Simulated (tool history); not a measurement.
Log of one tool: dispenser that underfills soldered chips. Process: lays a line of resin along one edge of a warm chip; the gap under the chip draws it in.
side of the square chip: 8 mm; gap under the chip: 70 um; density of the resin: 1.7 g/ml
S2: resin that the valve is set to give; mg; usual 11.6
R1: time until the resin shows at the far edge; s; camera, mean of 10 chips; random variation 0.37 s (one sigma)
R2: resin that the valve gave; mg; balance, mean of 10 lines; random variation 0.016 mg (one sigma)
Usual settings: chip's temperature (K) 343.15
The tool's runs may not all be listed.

Run 1, hour 0: usual settings. Result: R1 23.8 s, R2 11.45 mg.
At hour 3.1: dispensing valve cleaned and set on the balance.
Run 2, hour 8: usual settings but S2 13 mg. Result: R1 30.5 s, R2 12.97 mg.
At hour 9.8: new syringe of resin.
Run 3, hour 18.3: usual settings but chip's temperature (K) 329.15, S2 13 mg. Result: R1 51.3 s, R2 12.95 mg.
At hour 22: new syringe of resin.
Run 4, hour 28.5: usual settings but S2 10.8 mg. Result: R1 27.5 s, R2 10.73 mg.
At hour 33.7: new syringe of resin.
Run 5, hour 37.5: usual settings but S2 10.8 mg. Result: R1 24.4 s, R2 10.73 mg.
At hour 45.5: new syringe of resin.
Run 6, hour 47.3: usual settings but chip's temperature (K) 351.15. Result: R1 16.4 s, R2 11.54 mg.
Run 7, hour 53.2: usual settings. Result: R1 27.8 s, R2 11.46 mg.
At hour 57.8: new syringe of resin.
Run 8, hour 60.6: usual settings but S2 14.4 mg. Result: R1 23.4 s, R2 14.25 mg.
Run 9, hour 68.8: usual settings. Result: R1 31.9 s, R2 11.46 mg.
At hour 70.1: new syringe of resin.
Run 10, hour 78.4: usual settings but chip's temperature (K) 348.15. Result: R1 23.2 s, R2 11.44 mg.
At hour 82.2: new syringe of resin.
Run 11, hour 84.6: usual settings but chip's temperature (K) 336.15. Result: R1 31.6 s, R2 11.41 mg.
At hour 89.3: dispensing valve cleaned and set on the balance.
Run 12, hour 93.5: usual settings but chip's temperature (K) 336.15. Result: R1 40.4 s, R2 11.59 mg.
At hour 95.3: new syringe of resin.
Run 13, hour 101.7: usual settings but chip's temperature (K) 331.15. Result: R1 45.6 s, R2 11.56 mg.
At hour 107: new syringe of resin.
Run 14, hour 110: usual settings but chip's temperature (K) 331.15. Result: R1 39.3 s, R2 11.55 mg.
At hour 118.5: new syringe of resin.
Run 15, hour 119.9: usual settings but chip's temperature (K) 331.15. Result: R1 38.1 s, R2 11.5 mg.
Run 16, hour 126.8: usual settings but chip's temperature (K) 331.15. Result: R1 47.9 s, R2 11.52 mg.
At hour 130.4: new syringe of resin.
Run 17, hour 136.8: usual settings but chip's temperature (K) 331.15. Result: R1 45.5 s, R2 11.5 mg.
At hour 142.3: new syringe of resin.
Run 18, hour 146.1: usual settings but chip's temperature (K) 331.15. Result: R1 41.3 s, R2 11.46 mg.
Run 19, hour 153: usual settings but chip's temperature (K) 357.15, S2 12.6 mg. Result: R1 18 s, R2 12.39 mg.
At hour 154: new syringe of resin.
Run 20, hour 157.9: usual settings but chip's temperature (K) 356.15, S2 11 mg. Result: R1 15.2 s, R2 10.86 mg.
Run 21, hour 163.3: usual settings but chip's temperature (K) 356.15, S2 11 mg. Result: R1 17.8 s, R2 10.85 mg.
At hour 165.7: new syringe of resin.
Run 22, hour 171.2: usual settings but chip's temperature (K) 329.15, S2 14.2 mg. Result: R1 46.4 s, R2 13.97 mg.
At hour 175.1: dispensing valve cleaned and set on the balance.
At hour 178.3: new syringe of resin.
Run 23, hour 180.2: usual settings but chip's temperature (K) 339.15, S2 12.7 mg. Result: R1 26.6 s, R2 12.64 mg.
Run 24, hour 186.9: usual settings but chip's temperature (K) 335.15, S2 12.7 mg. Result: R1 39.8 s, R2 12.66 mg.
At hour 189.8: new syringe of resin.
Run 25, hour 192.1: usual settings but chip's temperature (K) 335.15, S2 12.7 mg. Result: R1 32.4 s, R2 12.62 mg.
Run 26, hour 197: usual settings but chip's temperature (K) 328.15, S2 12.7 mg. Result: R1 51.4 s, R2 12.6 mg.
At hour 201.6: new syringe of resin.
Run 27, hour 206.9: usual settings but chip's temperature (K) 328.15, S2 12.7 mg. Result: R1 48.6 s, R2 12.56 mg.
At hour 213.1: new syringe of resin.
Run 28, hour 213.5: usual settings but chip's temperature (K) 345.15, S2 13.9 mg. Result: R1 20.3 s, R2 13.74 mg.
Run 29, hour 219.5: usual settings but chip's temperature (K) 345.15, S2 13.9 mg. Result: R1 23.7 s, R2 13.76 mg.
At hour 224.9: new syringe of resin.
Run 30, hour 226.2: usual settings but chip's temperature (K) 345.15, S2 13.9 mg. Result: R1 20.1 s, R2 13.7 mg.

The next listed run, before its measurement:
Run 31, hour 232.9: usual settings but chip's temperature (K) 345.15, S2 13.9 mg. Result: R1 ?, R2 ?.

Run 31 gave R1 26 s, R2 13.7 mg.
Without the tool's hidden state the same run would have given R1 19.6 s, R2 13.91 mg.
